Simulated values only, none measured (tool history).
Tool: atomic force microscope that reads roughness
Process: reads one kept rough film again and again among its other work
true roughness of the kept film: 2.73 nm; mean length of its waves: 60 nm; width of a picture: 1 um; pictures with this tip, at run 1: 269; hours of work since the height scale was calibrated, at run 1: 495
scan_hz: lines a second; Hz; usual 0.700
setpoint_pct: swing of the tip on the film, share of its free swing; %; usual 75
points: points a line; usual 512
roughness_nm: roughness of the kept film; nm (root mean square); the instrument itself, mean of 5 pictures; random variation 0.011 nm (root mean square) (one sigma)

| run | day | scan_hz | setpoint_pct | points | pictures with this tip | hours of work since the height scale was calibrated | roughness_nm |
|---|---|---|---|---|---|---|---|
| 1 | 0.000 | 0.700 | 75 | 512 | 269 | 495 | 2.498 |
| 2 | 0.742 | 0.700 | 75 | 512 | 302 | 507 | 2.510 |
|  | 1.354 | new tip fitted |
| 3 | 1.671 | 0.700 | 75 | 512 | 14 | 522 | 2.539 |
| 4 | 2.788 | 0.700 | 75 | 512 | 64 | 541 | 2.530 |
| 5 | 3.496 | 0.700 | 75 | 512 | 95 | 553 | 2.496 |
| 6 | 4.721 | 0.700 | 75 | 512 | 149 | 573 | 2.502 |
| 7 | 5.875 | 0.700 | 75 | 512 | 201 | 593 | 2.504 |
| 8 | 6.554 | 0.700 | 75 | 512 | 231 | 604 | 2.515 |
| 9 | 7.433 | 0.700 | 75 | 512 | 270 | 619 | 2.515 |
| 10 | 8.246 | 0.700 | 75 | 512 | 306 | 633 | 2.492 |
|  | 8.800 | new tip fitted |
| 11 | 9.254 | 0.700 | 75 | 512 | 20 | 649 | 2.514 |
| 12 | 9.967 | 0.700 | 75 | 512 | 52 | 661 | 2.504 |
| 13 | 11.292 | 0.700 | 75 | 512 | 111 | 683 | 2.521 |
| 14 | 12.117 | 0.700 | 71 | 512 | 147 | 697 | 2.538 |
| 15 | 13.438 | 0.700 | 71 | 512 | 206 | 719 | 2.530 |
| 16 | 14.121 | 0.700 | 57 | 512 | 236 | 731 | 2.600 |
| 17 | 15.100 | 0.700 | 57 | 512 | 279 | 747 | 2.597 |
| 18 | 15.792 | 0.700 | 57 | 512 | 310 | 759 | 2.594 |
|  | 16.238 | new tip fitted |
| 19 | 16.654 | 0.700 | 57 | 512 | 19 | 773 | 2.642 |
| 20 | 17.404 | 1.025 | 75 | 512 | 52 | 785 | 2.452 |
| 21 | 18.142 | 0.700 | 75 | 512 | 84 | 798 | 2.502 |
| 22 | 19.358 | 0.700 | 75 | 512 | 138 | 818 | 2.493 |
| 23 | 20.642 | 0.700 | 75 | 512 | 195 | 839 | 2.512 |
| 24 | 21.192 | 0.700 | 75 | 512 | 220 | 849 | 2.500 |
| 25 | 22.162 | 0.700 | 85 | 512 | 262 | 865 | 2.432 |
| 26 | 22.950 | 0.700 | 83 | 329 | 297 | 878 | 2.414 |
|  | 23.650 | new tip fitted |
| 27 | 23.867 | 0.700 | 83 | 329 | 10 | 893 | 2.436 |
| 28 | 24.842 | 1.441 | 80 | 451 | 53 | 909 | 2.319 |
| 29 | 25.896 | 1.441 | 80 | 451 | 100 | 927 | 2.316 |
| 30 | 26.867 | 1.441 | 80 | 594 | 143 | 943 | 2.304 |
| 31 | 27.721 | 1.441 | 67 | 660 | 181 | 958 | 2.461 |
| 32 | 28.604 | 1.441 | 67 | 660 | 220 | 973 | 2.470 |
| 33 | 29.258 | 1.441 | 67 | 660 | 249 | 983 | 2.464 |
| 34 | 30.175 | 1.441 | 67 | 660 | 290 | 999 | 2.469 |
|  | 31.121 | new tip fitted |
| 35 | 31.308 | 1.441 | 67 | 660 | 8 | 1017 | 2.468 |
| 36 | 32.221 | 1.753 | 74 | 599 | 49 | 1033 | 2.336 |
| 37 | 33.425 | 1.753 | 74 | 599 | 102 | 1053 | 2.349 |
| 38 | 34.383 | 0.658 | 76 | 834 | 144 | 1069 | 2.511 |
| 39 | 35.100 | 0.833 | 74 | 632 | 176 | 1081 | 2.502 |
| 40 | 35.858 | 1.434 | 75 | 512 | 210 | 1094 | 2.369 |
| 41 | 37.138 | 1.077 | 72 | 512 | 266 | 1115 | 2.474 |
| 42 | 38.454 | 0.563 | 68 | 512 | 325 | 1137 | 2.573 |
|  | 38.550 | new tip fitted |
| 43 | 39.042 | 1.666 | 75 | 287 | 22 | 1147 | 2.347 |
| 44 | 39.738 | 0.516 | 75 | 287 | 53 | 1158 | 2.531 |
| 45 | 40.975 | 2.787 | 75 | 512 | 108 | 1179 | 2.181 |
| 46 | 42.142 | 0.626 | 75 | 869 | 159 | 1199 | 2.541 |
| 47 | 43.233 | 3.368 | 65 | 664 | 207 | 1217 | 2.315 |

4 ways to go on from here, each from the tool as it stands after run 47. What would each give?
| A | 43.850 | 3.368 | 65 | 606 | 235 | 1227 | ? |
| B | 43.850 | 3.251 | 65 | 664 | 235 | 1227 | ? |
| C | 43.850 | 1.145 | 65 | 473 | 235 | 1227 | ? |
| D | 43.850 | 1.636 | 65 | 664 | 235 | 1227 | ? |

| run | roughness_nm |
|---|---|
| A | 2.312 |
| B | 2.319 |
| C | 2.523 |
| D | 2.482 |
Without the tool's hidden state the same runs would have given:
| run | roughness_nm |
|---|---|
| A | 2.315 |
| B | 2.322 |
| C | 2.526 |
| D | 2.486 |
